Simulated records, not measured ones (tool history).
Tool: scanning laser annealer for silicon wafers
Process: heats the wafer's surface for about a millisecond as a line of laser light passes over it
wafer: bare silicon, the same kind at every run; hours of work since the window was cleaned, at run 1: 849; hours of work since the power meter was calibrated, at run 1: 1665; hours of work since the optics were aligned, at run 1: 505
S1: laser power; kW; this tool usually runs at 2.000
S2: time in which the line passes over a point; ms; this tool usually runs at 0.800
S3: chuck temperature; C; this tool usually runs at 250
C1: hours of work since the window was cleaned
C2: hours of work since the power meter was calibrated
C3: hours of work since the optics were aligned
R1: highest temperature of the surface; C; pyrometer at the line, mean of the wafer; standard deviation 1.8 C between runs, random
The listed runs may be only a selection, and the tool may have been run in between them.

run	hour	S1	S2	S3	C1	C2	C3	R1
1	0.0	2.000	0.800	250	849	1665	505	968
2	48.3	2.000	0.901	250	874	1691	530	1013
# hour 54.8: window over the wafer cleaned
3	85.3	2.000	0.901	250	16	1709	549	1035
4	142.8	2.000	0.901	250	47	1740	580	1033
5	198.6	2.000	0.901	250	77	1770	610	1032
6	266.3	2.000	0.901	250	113	1806	646	1027
7	305.1	2.000	0.977	250	134	1827	667	1061
8	377.4	2.000	0.977	250	172	1866	705	1061
9	448.5	2.000	0.968	250	211	1904	743	1053
10	503.6	2.000	0.968	250	240	1933	773	1053
11	542.1	2.000	0.800	246	261	1954	793	980
12	614.5	2.000	0.800	246	299	1992	832	974
13	678.8	2.000	0.800	219	334	2027	867	946
14	751.3	2.000	0.800	219	372	2065	905	944
15	823.6	2.000	0.800	219	411	2104	944	942
16	861.0	2.000	0.800	219	431	2124	964	947
17	921.6	2.000	0.800	219	464	2157	996	946
18	993.5	2.000	0.800	219	502	2195	1035	942
# hour 1043.6: optics aligned, line set to its width
19	1057.2	1.896	0.800	219	533	2226	7	910
20	1100.6	2.000	0.800	239	557	2250	30	969
21	1156.0	2.000	0.800	239	586	2279	60	965
22	1199.2	1.888	0.842	239	609	2302	83	944
23	1251.3	1.804	0.682	274	637	2330	111	881
24	1327.3	1.804	0.682	257	678	2371	152	867
25	1361.9	2.000	0.735	250	696	2389	170	943
26	1425.2	1.941	0.670	250	730	2423	204	896
27	1479.7	1.941	0.670	250	759	2452	233	891
28	1547.7	1.894	0.960	258	796	2489	270	1008
29	1619.4	1.894	0.960	258	834	2527	308	1006
30	1691.6	2.095	0.880	238	873	2566	347	1025
# hour 1703.4: window over the wafer cleaned
31	1756.3	2.095	0.880	289	28	2599	380	1099
32	1801.0	2.000	0.890	250	52	2623	404	1028
33	1858.1	1.727	0.921	257	83	2654	434	942
34	1933.5	1.727	0.921	257	123	2694	475	939
35	1971.7	2.141	0.915	257	144	2714	495	1098
36	2043.7	1.753	0.610	219	182	2753	534	785
37	2096.7	2.085	0.648	250	210	2781	562	937
38	2134.6	2.000	0.800	289	231	2801	582	1021
39	2184.5	1.938	0.964	261	257	2828	609	1039
40	2220.2	1.938	0.964	261	276	2847	628	1036
41	2252.8	1.938	0.964	261	294	2865	646	1038

Branching from run 41: 3 alternative next runs. What would each branch give?
A	2319.9	2.079	0.864	250	330	2901	681	?
B	2319.9	1.877	0.967	210	330	2901	681	?
C	2319.9	2.002	0.607	250	330	2901	681	?

run	R1
A	1034
B	964
C	885
Without the tool's unlogged condition, the same runs would have read:
run	R1
A	1060
B	989
C	905
